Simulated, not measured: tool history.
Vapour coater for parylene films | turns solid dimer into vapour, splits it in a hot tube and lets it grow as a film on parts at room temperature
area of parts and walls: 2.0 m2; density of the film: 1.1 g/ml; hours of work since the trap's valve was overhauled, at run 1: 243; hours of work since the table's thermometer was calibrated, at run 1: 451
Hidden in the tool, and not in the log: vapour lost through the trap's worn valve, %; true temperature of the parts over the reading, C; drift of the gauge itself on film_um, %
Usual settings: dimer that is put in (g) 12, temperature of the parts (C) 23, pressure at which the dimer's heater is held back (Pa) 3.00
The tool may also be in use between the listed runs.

| run | day | dimer that is put in (g) | temperature of the parts (C) | pressure at which the dimer's heater is held back (Pa) | hours of work since the trap's valve was overhauled | hours of work since the table's thermometer was calibrated | thickness of the film (um) |
|---|---|---|---|---|---|---|---|
| 1 | 0.000 | 12 | 23 | 3.00 | 243 | 451 | 2.90 |
| 2 | 0.304 | 12 | 23 | 3.00 | 249 | 457 | 2.85 |
| 3 | 0.996 | 12 | 23 | 7.52 | 264 | 472 | 2.71 |
| 4 | 1.379 | 12 | 23 | 7.52 | 272 | 481 | 2.69 |
|  | 1.475 | table's thermometer calibrated |
| 5 | 1.921 | 19 | 23 | 7.52 | 283 | 10 | 4.29 |
| 6 | 2.350 | 19 | 23 | 7.52 | 292 | 19 | 4.22 |
| 7 | 2.842 | 19 | 23 | 7.52 | 303 | 29 | 4.16 |
| 8 | 3.262 | 18 | 28 | 3.00 | 312 | 38 | 3.49 |
| 9 | 3.562 | 16 | 15 | 3.38 | 319 | 45 | 5.23 |
|  | 4.267 | table's thermometer calibrated, once more |
| 10 | 4.296 | 6 | 26 | 10.41 | 333 | 1 | 1.13 |
| 11 | 4.912 | 10 | 17 | 10.31 | 347 | 14 | 2.76 |
| 12 | 5.379 | 6 | 22 | 10.91 | 357 | 24 | 1.34 |

Some steps in thickness of the film (um) between neighbouring runs. How much of each would the tool show without its hidden state too (settings, what came in, random variation), and how much is left for the hidden state, with any gauge scatter that isn't in both results?
Run 9 -> 10: dimer that is put in (g) 16 -> 6, temperature of the parts (C) 15 -> 26, pressure at which the dimer's heater is held back (Pa) 3.38 -> 10.41, table's thermometer calibrated, once more. thickness of the film (um) -4.10: hidden state +0.29, all else -4.39.
